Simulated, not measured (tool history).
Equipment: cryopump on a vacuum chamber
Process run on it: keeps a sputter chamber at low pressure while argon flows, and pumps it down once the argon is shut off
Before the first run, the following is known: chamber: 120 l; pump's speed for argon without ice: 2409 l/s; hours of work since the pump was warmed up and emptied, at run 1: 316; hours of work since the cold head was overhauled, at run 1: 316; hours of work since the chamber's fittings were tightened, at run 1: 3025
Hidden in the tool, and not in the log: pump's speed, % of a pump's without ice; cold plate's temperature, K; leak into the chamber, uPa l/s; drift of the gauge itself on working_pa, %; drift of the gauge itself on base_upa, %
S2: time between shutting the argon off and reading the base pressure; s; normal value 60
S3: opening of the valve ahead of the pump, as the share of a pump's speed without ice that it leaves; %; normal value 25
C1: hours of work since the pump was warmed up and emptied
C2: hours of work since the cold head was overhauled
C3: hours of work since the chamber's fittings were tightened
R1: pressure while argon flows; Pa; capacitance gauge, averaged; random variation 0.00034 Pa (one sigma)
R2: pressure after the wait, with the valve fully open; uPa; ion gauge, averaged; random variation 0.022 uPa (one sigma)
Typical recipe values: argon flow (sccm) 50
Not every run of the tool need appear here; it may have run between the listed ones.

run 1 day=0.000 | argon_flow_(sccm)=50 S2=60 S3=25 | C1=316 C2=316 C3=3025 | R1=0.1440 R2=1.25
run 2 day=0.646 | argon_flow_(sccm)=50 S2=60 S3=25 | C1=323 C2=323 C3=3032 | R1=0.1437 R2=1.26
run 3 day=1.312 | argon_flow_(sccm)=50 S2=60 S3=25 | C1=331 C2=331 C3=3040 | R1=0.1434 R2=1.23
run 4 day=2.162 | argon_flow_(sccm)=50 S2=60 S3=25 | C1=340 C2=340 C3=3049 | R1=0.1439 R2=1.28
run 5 day=2.858 | argon_flow_(sccm)=50 S2=60 S3=25 | C1=348 C2=348 C3=3057 | R1=0.1436 R2=1.24
-- day=3.096 leaking fittings of the chamber tightened, without venting
run 6 day=3.392 | argon_flow_(sccm)=50 S2=60 S3=25 | C1=353 C2=353 C3=3 | R1=0.1443 R2=0.57
run 7 day=4.038 | argon_flow_(sccm)=50 S2=60 S3=25 | C1=360 C2=360 C3=11 | R1=0.1435 R2=0.56
run 8 day=4.962 | argon_flow_(sccm)=50 S2=60 S3=25 | C1=371 C2=371 C3=21 | R1=0.1434 R2=0.59
run 9 day=5.854 | argon_flow_(sccm)=50 S2=60 S3=25 | C1=381 C2=381 C3=31 | R1=0.1442 R2=0.57
run 10 day=6.629 | argon_flow_(sccm)=50 S2=60 S3=25 | C1=390 C2=390 C3=40 | R1=0.1449 R2=0.59
run 11 day=7.008 | argon_flow_(sccm)=50 S2=60 S3=25 | C1=394 C2=394 C3=44 | R1=0.1441 R2=0.60
run 12 day=7.883 | argon_flow_(sccm)=50 S2=60 S3=25 | C1=404 C2=404 C3=54 | R1=0.1448 R2=0.59
run 13 day=8.621 | argon_flow_(sccm)=50 S2=60 S3=25 | C1=412 C2=412 C3=62 | R1=0.1445 R2=0.57
run 14 day=9.383 | argon_flow_(sccm)=50 S2=38 S3=25 | C1=421 C2=421 C3=71 | R1=0.1446 R2=0.80
run 15 day=10.283 | argon_flow_(sccm)=50 S2=60 S3=25 | C1=431 C2=431 C3=81 | R1=0.1444 R2=0.59
run 16 day=10.779 | argon_flow_(sccm)=41 S2=66 S3=48 | C1=437 C2=437 C3=87 | R1=0.0631 R2=0.54
run 17 day=11.354 | argon_flow_(sccm)=41 S2=66 S3=48 | C1=443 C2=443 C3=93 | R1=0.0634 R2=0.55
run 18 day=11.846 | argon_flow_(sccm)=41 S2=66 S3=48 | C1=449 C2=449 C3=99 | R1=0.0638 R2=0.52
run 19 day=12.233 | argon_flow_(sccm)=41 S2=90 S3=17 | C1=453 C2=453 C3=103 | R1=0.1734 R2=0.45
run 20 day=13.133 | argon_flow_(sccm)=41 S2=90 S3=17 | C1=463 C2=463 C3=113 | R1=0.1728 R2=0.47
run 21 day=13.967 | argon_flow_(sccm)=41 S2=90 S3=21 | C1=473 C2=473 C3=123 | R1=0.1416 R2=0.45
run 22 day=14.779 | argon_flow_(sccm)=41 S2=24 S3=21 | C1=482 C2=482 C3=132 | R1=0.1407 R2=1.23
run 23 day=15.412 | argon_flow_(sccm)=27 S2=24 S3=29 | C1=489 C2=489 C3=139 | R1=0.0679 R2=1.22
run 24 day=16.346 | argon_flow_(sccm)=21 S2=47 S3=29 | C1=499 C2=499 C3=150 | R1=0.0534 R2=0.77
run 25 day=16.829 | argon_flow_(sccm)=31 S2=167 S3=54 | C1=505 C2=505 C3=155 | R1=0.0434 R2=0.31
run 26 day=17.708 | argon_flow_(sccm)=31 S2=167 S3=54 | C1=515 C2=515 C3=165 | R1=0.0436 R2=0.38
run 27 day=18.475 | argon_flow_(sccm)=50 S2=29 S3=36 | C1=523 C2=523 C3=174 | R1=0.1025 R2=1.07
run 28 day=19.238 | argon_flow_(sccm)=50 S2=51 S3=25 | C1=532 C2=532 C3=182 | R1=0.1458 R2=0.70
run 29 day=19.717 | argon_flow_(sccm)=23 S2=60 S3=25 | C1=537 C2=537 C3=188 | R1=0.0668 R2=0.62

What would each run have given without the hidden state, its run-to-run variation left as it was?
run=1 R1=0.1409 R2=0.56
run=2 R1=0.1405 R2=0.55
run=3 R1=0.1402 R2=0.52
run=4 R1=0.1406 R2=0.55
run=5 R1=0.1402 R2=0.52
run=6 R1=0.1408 R2=0.54
run=7 R1=0.1400 R2=0.53
run=8 R1=0.1397 R2=0.56
run=9 R1=0.1405 R2=0.53
run=10 R1=0.1411 R2=0.56
run=11 R1=0.1403 R2=0.56
run=12 R1=0.1408 R2=0.55
run=13 R1=0.1404 R2=0.53
run=14 R1=0.1405 R2=0.76
run=15 R1=0.1402 R2=0.54
run=16 R1=0.0595 R2=0.49
run=17 R1=0.0598 R2=0.49
run=18 R1=0.0601 R2=0.47
run=19 R1=0.1697 R2=0.40
run=20 R1=0.1691 R2=0.41
run=21 R1=0.1377 R2=0.39
run=22 R1=0.1367 R2=1.16
run=23 R1=0.0653 R2=1.15
run=24 R1=0.0513 R2=0.70
run=25 R1=0.0402 R2=0.24
run=26 R1=0.0404 R2=0.31
run=27 R1=0.0973 R2=0.99
run=28 R1=0.1404 R2=0.62
run=29 R1=0.0643 R2=0.54
